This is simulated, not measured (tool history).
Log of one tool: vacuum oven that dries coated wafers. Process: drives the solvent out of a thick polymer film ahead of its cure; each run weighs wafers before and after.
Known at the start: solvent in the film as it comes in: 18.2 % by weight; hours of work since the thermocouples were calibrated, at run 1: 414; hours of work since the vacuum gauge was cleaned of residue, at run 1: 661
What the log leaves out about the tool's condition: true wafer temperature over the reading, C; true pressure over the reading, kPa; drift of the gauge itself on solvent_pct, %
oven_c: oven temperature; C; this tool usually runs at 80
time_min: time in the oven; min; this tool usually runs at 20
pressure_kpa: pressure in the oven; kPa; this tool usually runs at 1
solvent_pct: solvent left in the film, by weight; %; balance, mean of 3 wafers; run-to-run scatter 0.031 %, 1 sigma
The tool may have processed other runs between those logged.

run	hour	oven_c	time_min	pressure_kpa	hours of work since the thermocouples were calibrated	hours of work since the vacuum gauge was cleaned of residue	solvent_pct
1	0	80	20	1	414	661	4.75
2	87.1	94	20	1	459	706	1.2
3	150.2	94	20	1	491	739	1.21
4	199.2	80	20	1	517	764	4.78
5	289.1	80	26	1	563	810	3.52
6	348.2	80	26	1	593	841	3.58
7	442.4	80	26	1	642	889	3.56
8	523.2	80	26	1	684	931	3.64
# hour 622.3: oven's thermocouples calibrated
9	623.2	80	26	1	0	982	3.15
10	675.2	80	20	1	27	1008	4.4
11	754.7	80	20	1	68	1049	4.46
12	794.6	80	20	1	89	1070	4.41
13	842.7	80	20	1.54	114	1095	4.75
14	939.8	80	20	1	164	1145	4.43
15	1020	80	20	1	205	1186	4.51
16	1090.4	80	20	1	241	1222	4.54
17	1155.7	80	20	1	275	1256	4.49
18	1225.4	80	12	1	311	1292	7.05
19	1321.3	80	12	1	360	1342	7.21
20	1419.1	80	17	1	411	1392	5.42
# hour 1426: vacuum gauge cleaned of residue and calibrated
21	1509.3	80	17	1	456	43	5.51
22	1549.6	80	17	1	477	64	5.51
23	1619.4	80	16	2.32	513	100	6.39
24	1682	89	17	1	546	132	2.73
25	1768.8	89	17	1	590	177	2.76
26	1814.6	75	17	0.51	614	200	7.13
27	1872.4	91	21	2.68	644	230	2.26
28	1943.3	88	33	1.15	680	267	1.25
# hour 2014.6: vacuum gauge cleaned of residue and calibrated, once more
29	2025.6	73	33	1.15	722	6	4.52
# hour 2056.9: oven's thermocouples calibrated
30	2116.6	91	20	3.33	31	52	2.38
31	2213.8	91	20	2.79	81	102	2.14
32	2309.3	89	16	1	130	151	2.71
33	2397.3	89	16	1	175	196	2.68
34	2445.5	89	13	3.02	200	221	4.38
35	2497.7	89	14	3.02	227	248	4.13
36	2571	79	20	1.24	265	286	4.9
37	2612.6	79	20	1.24	286	307	4.93
38	2693.5	79	20	1.24	328	349	4.97
39	2782.1	80	20	3.36	374	395	5.72
40	2846.4	66	24	3.36	407	428	10.13
41	2934.5	66	24	3.36	452	473	10.11
42	2988.8	66	24	3.36	480	501	10.15
43	3078.9	66	24	3.36	527	548	10.1
44	3172.6	84	23	3.36	575	596	3.85

Some steps in solvent_pct between neighbouring runs. How much of each would the tool show without its hidden state too (settings, what came in, random variation), and how much is left for the hidden state, with any gauge scatter that isn't in both results?
Run 3 -> 4: oven_c 94 -> 80. solvent_pct +3.57 %: hidden state +0.21, all else +3.36.
Run 8 -> 9: oven's thermocouples calibrated. solvent_pct -0.49 %: hidden state -0.41, all else -0.08.
Run 26 -> 27: oven_c 75 -> 91, time_min 17 -> 21, pressure_kpa 0.51 -> 2.68. solvent_pct -4.87 %: hidden state -0.11, all else -4.76.
Run 28 -> 29: oven_c 88 -> 73, vacuum gauge cleaned of residue and calibrated, once more. solvent_pct +3.27 %: hidden state -0.18, all else +3.45.
Run 39 -> 40: oven_c 80 -> 66, time_min 20 -> 24. solvent_pct +4.41 %: hidden state +0.05, all else +4.36.
Run 43 -> 44: oven_c 66 -> 84, time_min 24 -> 23. solvent_pct -6.25 %: hidden state -0.04, all else -6.21.
